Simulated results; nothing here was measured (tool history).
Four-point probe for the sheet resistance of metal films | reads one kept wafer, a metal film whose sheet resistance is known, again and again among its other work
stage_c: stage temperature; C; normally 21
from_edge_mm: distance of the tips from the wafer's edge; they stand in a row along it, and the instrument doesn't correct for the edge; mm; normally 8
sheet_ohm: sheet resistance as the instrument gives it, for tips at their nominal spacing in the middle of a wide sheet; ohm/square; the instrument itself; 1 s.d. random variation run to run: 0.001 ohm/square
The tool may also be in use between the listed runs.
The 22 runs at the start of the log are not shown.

run	hour	stage_c	from_edge_mm	touches since the probe head was changed	hours of work since the stage's thermometer was calibrated	sheet_ohm
23	596.2	18	8	73794	28	4.991793
24	624.5	18	8	74885	44	4.993548
25	660.0	28	69	76253	63	4.874475
26	678.6	28	69	76973	74	4.875803
27	705.6	21	69	78012	88	4.911507
28	739.5	29	43	79321	107	4.870702
29	763.0	29	36	80225	120	4.870760
30	786.2	24	9	81119	133	4.946251
31	816.5	26	10	82288	149	4.927708
32	844.8	26	10	83380	165	4.924967
33	877.1	31	63	84624	183	4.858752
34	902.6	31	63	85605	197	4.857231
35	920.4	19	4	86294	207	5.169481
36	946.8	19	4	87311	221	5.170517
37	980.6	32	57	88612	240	4.851840
38	1007.5	32	57	89650	254	4.852240
39	1028.1	32	39	90446	266	4.853440
40	1049.9	32	39	91287	278	4.851461
41	1070.4	19	56	92074	289	4.914845
42	1089.1	19	56	92798	299	4.917143
43	1109.6	21	70	93587	311	4.905278
44	1140.8	25	6	94789	328	4.999338

Alternative continuations, all from the tool just after run 44; predict every row:
A	1158.3	27	6	95463	337	?
B	1158.3	24	8	95463	337	?
C	1158.3	28	12	95463	337	?

run	sheet_ohm
A	4.988207
B	4.954332
C	4.895183
Take away the tool's hidden state, keep each run's random variation, and the runs would have read:
run	sheet_ohm
A	5.019075
B	4.985031
C	4.925509
